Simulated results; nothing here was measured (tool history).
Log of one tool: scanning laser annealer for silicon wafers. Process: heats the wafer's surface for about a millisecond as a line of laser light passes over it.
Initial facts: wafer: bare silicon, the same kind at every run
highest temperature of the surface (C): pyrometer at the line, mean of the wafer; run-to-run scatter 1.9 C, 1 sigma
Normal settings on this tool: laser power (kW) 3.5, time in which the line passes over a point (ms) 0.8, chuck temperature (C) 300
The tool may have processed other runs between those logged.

run    hour  laser power (kW)  time in which the line passes over a point (ms)  chuck temperature (C)  highest temperature of the surface (C)
  1       0               3.5                                              0.8                    300                                    1075
  2    15.2               3.5                                              0.8                    300                                    1073
  3    43.2               3.5                                              0.8                    300                                    1070
       72.5  -- window over the wafer cleaned
  4    78.7               3.5                                              0.8                    300                                    1109
  5   108.3             3.831                                              0.8                    300                                    1206
  6   124.4               3.5                                              0.8                    300                                    1106
  7     147               3.5                                              0.8                    300                                    1104
  8   166.9               3.5                                              0.8                    300                                    1099
  9   194.6               3.5                                              0.8                    300                                    1099
 10   218.7               3.5                                              0.8                    300                                    1095
 11   251.7               3.5                                              0.8                    300                                    1091
 12   278.5               3.5                                              0.8                    300                                    1089
      283.7  -- laser's power meter calibrated
 13   315.4               3.5                                            0.929                    300                                    1158
 14   329.7               3.5                                            0.929                    300                                    1155
      356.1  -- laser's power meter calibrated, once more
 15   359.3               3.5                                            0.929                    300                                    1155
 16   374.9               3.5                                            0.929                    300                                    1157
 17   401.6               3.5                                            0.568                    300                                     938
 18   433.4               3.5                                            0.568                    299                                     938
 19   457.2               3.5                                              0.8                    300                                    1079
 20   477.7               3.5                                              0.8                    300                                    1073
 21   501.2             3.377                                            0.619                    270                                     903
 22   528.8             3.377                                            0.619                    270                                     903
 23   543.9             3.505                                            0.989                    266                                    1139
 24   563.3             3.843                                            0.803                    293                                    1167
      583.9  -- window over the wafer cleaned
 25   590.4               3.5                                                1                    267                                    1179
 26   615.9             3.178                                            0.957                    267                                    1043
 27   649.8             3.122                                             0.72                    260                                     896
 28   670.5               3.5                                            0.762                    315                                    1082
 29   704.7             3.534                                            0.613                    283                                     970
      725.4  -- optics aligned, line set to its width
 30   744.9             3.534                                            0.613                    283                                     989
 31   778.8             3.505                                            0.986                    277                                    1199
 32   813.2             3.505                                            0.986                    277                                    1196
 33   835.8             3.535                                              0.8                    323                                    1144
 34   864.2             3.535                                            0.767                    277                                    1079
 35   889.2             3.535                                            0.767                    277                                    1072
 36   918.5             3.535                                            0.767                    302                                    1099
 37   953.1             3.653                                              0.8                    264                                    1112
 38   983.9             3.071                                            0.969                    300                                    1051
 39  1001.3             3.071                                            0.969                    300                                    1047
 40  1016.1             3.071                                            0.969                    300                                    1045

What if the next run were any one of these 5? Each begins from the tool's condition after run 40:
  A  1037               3.3                                            0.821                    326                                       ?
  B  1037             3.153                                            0.694                    301                                       ?
  C  1037              3.63                                            0.969                    300                                       ?
  D  1037             3.684                                            0.628                    279                                       ?
  E  1037             3.016                                            0.884                    319                                       ?

run  highest temperature of the surface (C)
  A                                    1067
  B                                     934
  C                                    1231
  D                                    1015
  E                                    1005
With no hidden state in the tool, these same runs would have given:
run  highest temperature of the surface (C)
  A                                    1103
  B                                     964
  C                                    1276
  D                                    1050
  E                                    1038
